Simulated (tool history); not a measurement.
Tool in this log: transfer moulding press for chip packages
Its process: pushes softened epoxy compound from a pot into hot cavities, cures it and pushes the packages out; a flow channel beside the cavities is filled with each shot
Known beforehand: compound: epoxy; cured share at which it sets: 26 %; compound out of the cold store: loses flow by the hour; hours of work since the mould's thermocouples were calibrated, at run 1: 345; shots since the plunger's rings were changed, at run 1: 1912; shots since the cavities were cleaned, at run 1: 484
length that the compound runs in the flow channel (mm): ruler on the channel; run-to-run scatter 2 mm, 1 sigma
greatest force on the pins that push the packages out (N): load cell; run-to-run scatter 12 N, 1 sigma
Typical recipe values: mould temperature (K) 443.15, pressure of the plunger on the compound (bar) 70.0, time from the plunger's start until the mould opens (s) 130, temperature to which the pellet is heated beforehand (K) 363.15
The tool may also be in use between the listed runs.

run	hour	mould temperature (K)	pressure of the plunger on the compound (bar)	time from the plunger's start until the mould opens (s)	temperature to which the pellet is heated beforehand (K)	hours of work since the mould's thermocouples were calibrated	shots since the plunger's rings were changed	shots since the cavities were cleaned	incoming compound's hours out of the cold store	length that the compound runs in the flow channel (mm)	greatest force on the pins that push the packages out (N)
1	0.0	443.15	70.0	130	363.15	345	1912	484	22.9	918	926
# hour 8.2: cavities cleaned with cleaning compound and waxed
2	54.9	443.15	70.0	130	363.15	371	2304	343	36.6	841	819
# hour 86.0: cavities cleaned with cleaning compound and waxed
3	120.9	443.15	70.0	130	363.15	403	2777	256	16.6	943	845
4	155.5	443.15	70.0	130	363.15	420	3032	511	19.0	925	910
# hour 162.7: cavities cleaned with cleaning compound and waxed
5	191.9	443.15	70.0	130	363.15	437	3288	214	37.8	826	747
# hour 211.6: plunger's sealing rings changed
# hour 237.9: cavities cleaned with cleaning compound and waxed
6	265.0	443.15	70.0	130	363.15	471	382	200	18.0	965	731
7	305.7	443.15	70.0	130	363.15	491	680	498	38.7	843	886
# hour 311.0: cavities cleaned with cleaning compound and waxed
8	354.9	443.15	70.0	130	363.15	514	1031	323	21.8	934	843
# hour 386.0: cavities cleaned with cleaning compound and waxed
9	386.2	449.15	70.0	130	363.15	529	1249	1	34.0	838	460
10	433.7	449.15	70.0	130	363.15	552	1599	351	23.2	892	686
# hour 460.5: cavities cleaned with cleaning compound and waxed
11	470.3	449.15	70.0	130	363.15	569	1856	72	32.8	835	529
12	516.6	449.15	70.0	130	363.15	592	2196	412	35.3	822	700
# hour 534.9: cavities cleaned with cleaning compound and waxed
13	559.3	449.15	70.0	130	363.15	612	2499	179	17.7	912	571
14	594.9	443.15	85.2	130	363.15	630	2761	441	36.7	923	851
# hour 609.5: cavities cleaned with cleaning compound and waxed
15	627.3	443.15	55.5	111	363.15	645	2988	131	47.9	698	868

Run 16 comes next. What will it give?
16	664.3	443.15	70.0	158	363.15	663	3259	402	37.3	?	?

length that the compound runs in the flow channel (mm): 828
greatest force on the pins that push the packages out (N): 729
Minus the tool's unlogged condition, the same run would have read length that the compound runs in the flow channel (mm) 853, greatest force on the pins that push the packages out (N) 466.

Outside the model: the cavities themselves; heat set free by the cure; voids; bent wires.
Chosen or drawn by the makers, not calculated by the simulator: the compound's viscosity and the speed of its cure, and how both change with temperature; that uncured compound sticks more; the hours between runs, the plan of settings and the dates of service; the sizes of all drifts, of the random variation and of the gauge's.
